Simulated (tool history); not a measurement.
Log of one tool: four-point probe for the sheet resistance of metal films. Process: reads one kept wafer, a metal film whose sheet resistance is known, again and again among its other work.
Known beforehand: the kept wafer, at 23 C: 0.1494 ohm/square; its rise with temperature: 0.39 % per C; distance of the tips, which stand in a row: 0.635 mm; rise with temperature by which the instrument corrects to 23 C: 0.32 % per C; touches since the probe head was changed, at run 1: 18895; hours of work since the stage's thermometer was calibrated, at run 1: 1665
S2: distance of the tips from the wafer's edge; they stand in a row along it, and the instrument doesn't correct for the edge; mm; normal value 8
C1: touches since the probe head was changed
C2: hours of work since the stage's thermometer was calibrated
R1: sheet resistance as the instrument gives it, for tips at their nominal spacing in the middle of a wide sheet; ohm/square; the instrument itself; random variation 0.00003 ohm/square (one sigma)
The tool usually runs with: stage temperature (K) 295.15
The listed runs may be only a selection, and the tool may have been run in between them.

run 1 hour=0.0 | stage_temperature_(K)=295.15 S2=8 | C1=18895 C2=1665 | R1=0.149419
run 2 hour=60.1 | stage_temperature_(K)=295.15 S2=20 | C1=19726 C2=1705 | R1=0.148997
run 3 hour=125.6 | stage_temperature_(K)=295.15 S2=8 | C1=20632 C2=1748 | R1=0.149362
run 4 hour=190.3 | stage_temperature_(K)=295.15 S2=8 | C1=21526 C2=1791 | R1=0.149431
run 5 hour=258.0 | stage_temperature_(K)=295.15 S2=8 | C1=22464 C2=1836 | R1=0.149363
run 6 hour=313.8 | stage_temperature_(K)=295.15 S2=8 | C1=23235 C2=1873 | R1=0.149391
run 7 hour=366.4 | stage_temperature_(K)=295.15 S2=8 | C1=23963 C2=1908 | R1=0.149311
run 8 hour=433.3 | stage_temperature_(K)=295.15 S2=8 | C1=24888 C2=1953 | R1=0.149313
run 9 hour=486.2 | stage_temperature_(K)=300.15 S2=8 | C1=25620 C2=1988 | R1=0.149794
run 10 hour=527.0 | stage_temperature_(K)=300.15 S2=8 | C1=26185 C2=2015 | R1=0.149807
run 11 hour=561.6 | stage_temperature_(K)=295.15 S2=8 | C1=26663 C2=2038 | R1=0.149272
run 12 hour=624.1 | stage_temperature_(K)=295.15 S2=8 | C1=27528 C2=2080 | R1=0.149284
run 13 hour=679.8 | stage_temperature_(K)=295.15 S2=8 | C1=28298 C2=2117 | R1=0.149201
run 14 hour=739.5 | stage_temperature_(K)=308.15 S2=8 | C1=29124 C2=2156 | R1=0.150510
run 15 hour=771.7 | stage_temperature_(K)=308.15 S2=8 | C1=29570 C2=2178 | R1=0.150558
run 16 hour=824.3 | stage_temperature_(K)=308.15 S2=8 | C1=30298 C2=2213 | R1=0.150536
run 17 hour=872.1 | stage_temperature_(K)=295.15 S2=8 | C1=30959 C2=2244 | R1=0.149285
run 18 hour=909.3 | stage_temperature_(K)=295.15 S2=8 | C1=31474 C2=2269 | R1=0.149212
run 19 hour=946.6 | stage_temperature_(K)=304.15 S2=6 | C1=31989 C2=2294 | R1=0.150510
run 20 hour=975.5 | stage_temperature_(K)=296.15 S2=65 | C1=32389 C2=2313 | R1=0.148770
run 21 hour=1010.0 | stage_temperature_(K)=296.15 S2=65 | C1=32866 C2=2336 | R1=0.148804
run 22 hour=1053.2 | stage_temperature_(K)=305.15 S2=4 | C1=33465 C2=2365 | R1=0.151638
run 23 hour=1090.7 | stage_temperature_(K)=293.15 S2=6 | C1=33983 C2=2389 | R1=0.149317
run 24 hour=1137.9 | stage_temperature_(K)=293.15 S2=6 | C1=34636 C2=2421 | R1=0.149316
run 25 hour=1180.5 | stage_temperature_(K)=305.15 S2=43 | C1=35225 C2=2449 | R1=0.149639
run 26 hour=1236.0 | stage_temperature_(K)=291.15 S2=8 | C1=35992 C2=2486 | R1=0.148748
run 27 hour=1286.8 | stage_temperature_(K)=291.15 S2=8 | C1=36696 C2=2520 | R1=0.148694

Forecast run 28:
run 28 hour=1317.4 | stage_temperature_(K)=291.15 S2=8 | C1=37119 C2=2540 | R1=?

Logged for run 28: R1 0.148682 ohm/square.
If the tool had no hidden condition, the same run with the same run-to-run variation would have returned R1 0.149385 ohm/square.
